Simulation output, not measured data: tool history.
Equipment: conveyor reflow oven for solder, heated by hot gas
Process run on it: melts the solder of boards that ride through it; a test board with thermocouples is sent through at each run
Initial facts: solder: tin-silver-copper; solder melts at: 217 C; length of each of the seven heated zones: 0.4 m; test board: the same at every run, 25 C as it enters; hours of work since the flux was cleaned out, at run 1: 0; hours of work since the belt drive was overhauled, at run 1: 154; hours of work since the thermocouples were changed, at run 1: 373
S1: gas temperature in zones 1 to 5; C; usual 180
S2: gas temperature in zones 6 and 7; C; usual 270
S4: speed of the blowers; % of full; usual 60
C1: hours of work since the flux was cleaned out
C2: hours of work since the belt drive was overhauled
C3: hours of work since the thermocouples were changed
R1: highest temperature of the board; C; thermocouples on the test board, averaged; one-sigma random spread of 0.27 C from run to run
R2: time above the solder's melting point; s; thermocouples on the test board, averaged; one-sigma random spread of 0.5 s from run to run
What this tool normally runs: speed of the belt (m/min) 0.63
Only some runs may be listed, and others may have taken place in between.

Run 1, hour 0: usual settings; C1 0; C2 154; C3 373. Result: R1 256.6 C, R2 63.2 s.
Run 2, hour 12.4: usual settings; C1 9; C2 162; C3 381. Result: R1 256.8 C, R2 62.5 s.
Run 3, hour 24.2: usual settings; C1 17; C2 170; C3 389. Result: R1 256.6 C, R2 62.3 s.
Run 4, hour 29.5: usual settings but speed of the belt (m/min) 0.619; C1 20; C2 174; C3 393. Result: R1 257 C, R2 64.6 s.
Run 5, hour 40.1: usual settings but speed of the belt (m/min) 0.619, S4 62 % of full; C1 28; C2 181; C3 400. Result: R1 257.5 C, R2 64.4 s.
Run 6, hour 52.8: usual settings; C1 36; C2 190; C3 409. Result: R1 256.6 C, R2 63.5 s.
Run 7, hour 61.2: usual settings; C1 42; C2 195; C3 414. Result: R1 256.9 C, R2 63.1 s.
Run 8, hour 69.2: usual settings; C1 47; C2 201; C3 420. Result: R1 256.2 C, R2 63.2 s.
Run 9, hour 74.9: usual settings but S2 262 C; C1 51; C2 205; C3 424. Result: R1 249.2 C, R2 56.9 s.
Run 10, hour 80.2: usual settings but S2 262 C; C1 55; C2 208; C3 427. Result: R1 249.1 C, R2 57.6 s.
Run 11, hour 89.8: usual settings but S2 262 C; C1 61; C2 215; C3 434. Result: R1 249.2 C, R2 58 s.
Run 12, hour 97.8: usual settings but S2 278 C; C1 67; C2 220; C3 439. Result: R1 263.7 C, R2 66.8 s.
Run 13, hour 106.7: usual settings but S1 186 C; C1 73; C2 226; C3 445. Result: R1 258.1 C, R2 65.3 s.
Run 14, hour 119.6: usual settings but S1 186 C; C1 82; C2 235; C3 454. Result: R1 257.8 C, R2 65.3 s.
Run 15, hour 125.1: usual settings but S1 186 C; C1 85; C2 239; C3 458. Result: R1 257 C, R2 66.2 s.
Run 16, hour 137.1: usual settings but S1 194 C, S2 262 C, speed of the belt (m/min) 0.518, S4 75 % of full; C1 94; C2 247; C3 466. Result: R1 257 C, R2 86.4 s.
Run 17, hour 148: usual settings but S1 194 C, S2 262 C, speed of the belt (m/min) 0.518, S4 75 % of full; C1 101; C2 254; C3 473. Result: R1 257 C, R2 85.2 s.
Run 18, hour 155.1: usual settings but S1 172 C, S2 262 C, speed of the belt (m/min) 0.518, S4 51 % of full; C1 106; C2 259; C3 478. Result: R1 251.3 C, R2 70.6 s.
Run 19, hour 167: usual settings but S2 278 C, S4 80 % of full; C1 114; C2 267; C3 486. Result: R1 266.4 C, R2 68.4 s.
Run 20, hour 174.2: usual settings but S2 278 C, S4 80 % of full; C1 119; C2 272; C3 491. Result: R1 267.1 C, R2 68.6 s.
Run 21, hour 180.8: usual settings but S2 279 C, S4 58 % of full; C1 123; C2 277; C3 496. Result: R1 263.4 C, R2 66.4 s.
Run 22, hour 193.2: usual settings but S1 167 C, S4 68 % of full; C1 132; C2 285; C3 504. Result: R1 256.1 C, R2 58 s.
Run 23, hour 206.1: usual settings but S1 167 C, S4 68 % of full; C1 141; C2 294; C3 513. Result: R1 254.8 C, R2 58 s.
Run 24, hour 211.4: usual settings but S2 279 C, speed of the belt (m/min) 0.622; C1 144; C2 297; C3 517. Result: R1 264.5 C, R2 68.4 s.
Run 25, hour 218.3: usual settings but S1 181 C, S2 279 C, speed of the belt (m/min) 0.622, S4 69 % of full; C1 149; C2 302; C3 521. Result: R1 266.2 C, R2 70.3 s.
Run 26, hour 227: usual settings but S1 174 C, S2 281 C, speed of the belt (m/min) 0.622, S4 59 % of full; C1 155; C2 308; C3 527. Result: R1 264.7 C, R2 67.8 s.
Run 27, hour 235: usual settings but S1 174 C, S2 281 C, speed of the belt (m/min) 0.716, S4 63 % of full; C1 160; C2 314; C3 533. Result: R1 260.6 C, R2 55.1 s.
Run 28, hour 243.5: usual settings but S1 166 C; C1 166; C2 319; C3 538. Result: R1 253.7 C, R2 55.7 s.
Run 29, hour 250.1: usual settings but S2 259 C, speed of the belt (m/min) 0.579; C1 170; C2 324; C3 543. Result: R1 248.1 C, R2 63.1 s.
Run 30, hour 260.5: usual settings but S1 179 C, S2 260 C, speed of the belt (m/min) 0.751, S4 70 % of full; C1 178; C2 331; C3 550. Result: R1 243.1 C, R2 42.7 s.

Per-run results on a tool with no hidden state, each run keeping its own random variation:
What the log doesn't record here: heat that the gas passes to the board, % of a clean oven's; belt's true speed, % of the reading; true gas temperature in zones 6 and 7 over the reading, C; drift of the gauge itself on peak_c, C; drift of the gauge itself on liquid_s, %.
run     R1    R2
  1  255.8  62.4
  2    256  61.7
  3  255.9  61.5
  4  256.3  63.7
  5  256.8  63.6
  6    256  62.7
  7  256.3  62.3
  8  255.6  62.4
  9  248.6  56.1
 10  248.5  56.8
 11  248.6  57.2
 12  263.2  66.1
 13  257.6  64.5
 14  257.2  64.6
 15  256.4  65.5
 16  256.3  85.4
 17  256.4  84.2
 18  250.7  69.7
 19  266.1  67.8
 20  266.8    68
 21  263.1  65.7
 22  255.9  57.6
 23  254.7  57.5
 24  264.3  67.7
 25    266  69.6
 26  264.6  67.1
 27  260.8  54.7
 28  253.6  55.3
 29  247.8  62.6
 30  243.3  42.8
